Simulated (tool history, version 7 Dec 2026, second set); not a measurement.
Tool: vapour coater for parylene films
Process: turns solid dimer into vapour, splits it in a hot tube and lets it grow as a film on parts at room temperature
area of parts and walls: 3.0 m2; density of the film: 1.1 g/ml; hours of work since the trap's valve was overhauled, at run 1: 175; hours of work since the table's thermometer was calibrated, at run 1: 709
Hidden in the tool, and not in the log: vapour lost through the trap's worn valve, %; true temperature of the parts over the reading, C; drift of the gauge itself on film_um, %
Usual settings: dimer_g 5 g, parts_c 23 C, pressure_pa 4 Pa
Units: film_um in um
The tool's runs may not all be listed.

run	hour	dimer_g	parts_c	pressure_pa	hours of work since the trap's valve was overhauled	hours of work since the table's thermometer was calibrated	film_um
1	0	5	23	4	175	709	0.668
2	32.5	5	23	4	193	726	0.668
3	78.8	5	23	4	218	751	0.678
4	125.5	5	23	4	243	776	0.669
5	156.7	5	17	4	260	793	0.871
6	186.1	5	31	4	275	809	0.446
# hour 190.4: table's thermometer calibrated
7	209.9	6	23	4.97	288	10	0.724
8	237.6	6	23	4.97	303	25	0.747
# hour 280: table's thermometer calibrated, once more
9	283.9	5	23	4.21	327	2	0.667
10	308.2	4	20	7.87	340	15	0.53
11	327.4	4	20	7.87	350	25	0.534
12	355.2	5	22	7.87	365	40	0.593

Forecast each of these 5 alternatives for the next run:
# hour 363.3: trap's valve overhauled
A	383.4	5	23	4	11	53	?
# hour 363.3: trap's valve overhauled
B	383.4	6	23	4.62	11	53	?
# hour 363.3: trap's valve overhauled
C	383.4	5	16	7.87	11	53	?
# hour 363.3: trap's valve overhauled
D	383.4	2	16	2.32	11	53	?
# hour 363.3: trap's valve overhauled
E	383.4	5	25	5.36	11	53	?

run	film_um
A	0.723
B	0.853
C	0.879
D	0.446
E	0.621
Without the tool's hidden state the same runs would have given:
run	film_um
A	0.727
B	0.857
C	0.884
D	0.449
E	0.625
